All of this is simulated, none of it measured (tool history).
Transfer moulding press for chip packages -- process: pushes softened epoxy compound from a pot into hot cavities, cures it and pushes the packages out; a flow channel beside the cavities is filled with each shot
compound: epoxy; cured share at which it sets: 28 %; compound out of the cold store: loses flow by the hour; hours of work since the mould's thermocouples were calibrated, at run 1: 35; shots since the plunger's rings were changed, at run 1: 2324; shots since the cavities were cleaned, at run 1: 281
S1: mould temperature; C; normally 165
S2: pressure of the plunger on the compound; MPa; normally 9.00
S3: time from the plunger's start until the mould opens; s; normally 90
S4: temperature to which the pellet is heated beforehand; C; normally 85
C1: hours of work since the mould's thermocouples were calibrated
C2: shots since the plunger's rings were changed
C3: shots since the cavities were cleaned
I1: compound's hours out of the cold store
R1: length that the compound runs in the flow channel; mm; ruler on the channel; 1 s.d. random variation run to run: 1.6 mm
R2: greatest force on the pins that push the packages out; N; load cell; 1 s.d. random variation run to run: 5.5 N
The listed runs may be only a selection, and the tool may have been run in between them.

run 1 hour=0.0 | S1=165 S2=9.00 S3=90 S4=85 | C1=35 C2=2324 C3=281 | I1=43.8 | R1=517 R2=215
run 2 hour=19.1 | S1=165 S2=9.00 S3=90 S4=85 | C1=47 C2=2552 C3=509 | I1=31.1 | R1=553 R2=262
run 3 hour=32.0 | S1=164 S2=9.00 S3=90 S4=85 | C1=55 C2=2706 C3=663 | I1=38.3 | R1=535 R2=271
run 4 hour=46.5 | S1=164 S2=9.00 S3=90 S4=85 | C1=63 C2=2880 C3=837 | I1=31.6 | R1=554 R2=289
-- hour=49.7 cavities cleaned with cleaning compound and waxed
run 5 hour=60.6 | S1=165 S2=9.00 S3=90 S4=85 | C1=71 C2=3030 C3=130 | I1=42.0 | R1=522 R2=209
run 6 hour=69.8 | S1=165 S2=9.00 S3=90 S4=82 | C1=76 C2=3140 C3=240 | I1=13.9 | R1=606 R2=224
run 7 hour=83.5 | S1=165 S2=9.00 S3=90 S4=85 | C1=84 C2=3303 C3=403 | I1=45.1 | R1=513 R2=242
-- hour=101.4 plunger's sealing rings changed
run 8 hour=107.4 | S1=165 S2=9.00 S3=90 S4=85 | C1=97 C2=71 C3=658 | I1=8.3 | R1=639 R2=259
-- hour=125.5 cavities cleaned with cleaning compound and waxed
run 9 hour=130.8 | S1=165 S2=9.00 S3=90 S4=85 | C1=110 C2=333 C3=63 | I1=24.0 | R1=588 R2=194
run 10 hour=147.3 | S1=165 S2=7.28 S3=90 S4=85 | C1=120 C2=530 C3=260 | I1=28.5 | R1=514 R2=226
run 11 hour=161.2 | S1=165 S2=7.28 S3=90 S4=85 | C1=128 C2=696 C3=426 | I1=13.7 | R1=556 R2=254
run 12 hour=176.6 | S1=165 S2=7.28 S3=90 S4=85 | C1=138 C2=880 C3=610 | I1=36.5 | R1=493 R2=243
run 13 hour=191.9 | S1=165 S2=8.77 S3=90 S4=85 | C1=147 C2=1063 C3=793 | I1=18.4 | R1=592 R2=271
-- hour=195.9 mould's thermocouples calibrated
-- hour=201.2 cavities cleaned with cleaning compound and waxed
run 14 hour=209.4 | S1=165 S2=9.00 S3=90 S4=88 | C1=7 C2=1229 C3=97 | I1=43.9 | R1=526 R2=204
run 15 hour=224.9 | S1=165 S2=9.00 S3=105 S4=85 | C1=16 C2=1414 C3=282 | I1=12.2 | R1=618 R2=204
run 16 hour=239.9 | S1=165 S2=9.00 S3=105 S4=85 | C1=25 C2=1593 C3=461 | I1=42.1 | R1=527 R2=211
run 17 hour=257.2 | S1=165 S2=9.00 S3=105 S4=85 | C1=36 C2=1800 C3=668 | I1=43.5 | R1=525 R2=216
-- hour=274.6 cavities cleaned with cleaning compound and waxed
run 18 hour=276.1 | S1=166 S2=9.00 S3=79 S4=85 | C1=46 C2=2008 C3=18 | I1=15.4 | R1=605 R2=238
run 19 hour=295.1 | S1=166 S2=8.26 S3=90 S4=85 | C1=57 C2=2234 C3=244 | I1=16.7 | R1=574 R2=225
run 20 hour=313.9 | S1=169 S2=9.21 S3=90 S4=85 | C1=69 C2=2460 C3=470 | I1=15.0 | R1=606 R2=211
-- hour=330.9 mould's thermocouples calibrated, once more
run 21 hour=334.4 | S1=172 S2=9.00 S3=114 S4=93 | C1=2 C2=2679 C3=689 | I1=23.8 | R1=559 R2=212
-- hour=350.7 cavities cleaned with cleaning compound and waxed
run 22 hour=358.5 | S1=172 S2=10.80 S3=80 S4=93 | C1=16 C2=2950 C3=93 | I1=34.6 | R1=581 R2=178
run 23 hour=369.6 | S1=166 S2=9.00 S3=90 S4=85 | C1=22 C2=3083 C3=226 | I1=47.6 | R1=505 R2=212
run 24 hour=391.8 | S1=165 S2=7.84 S3=106 S4=85 | C1=35 C2=3347 C3=490 | I1=40.2 | R1=492 R2=215
-- hour=406.3 plunger's sealing rings changed
run 25 hour=413.9 | S1=165 S2=7.84 S3=106 S4=85 | C1=47 C2=91 C3=724 | I1=25.7 | R1=542 R2=241
-- hour=427.8 cavities cleaned with cleaning compound and waxed
run 26 hour=433.4 | S1=164 S2=7.88 S3=105 S4=85 | C1=58 C2=306 C3=67 | I1=42.1 | R1=501 R2=176

Run 27 comes next. What will it give?
run 27 hour=444.0 | S1=164 S2=7.88 S3=105 S4=85 | C1=64 C2=433 C3=194 | I1=28.8 | R1=? R2=?

R1: 534 mm
R2: 194 N
With no hidden state in the tool, this same run would have given R1 537 mm, R2 166 N.
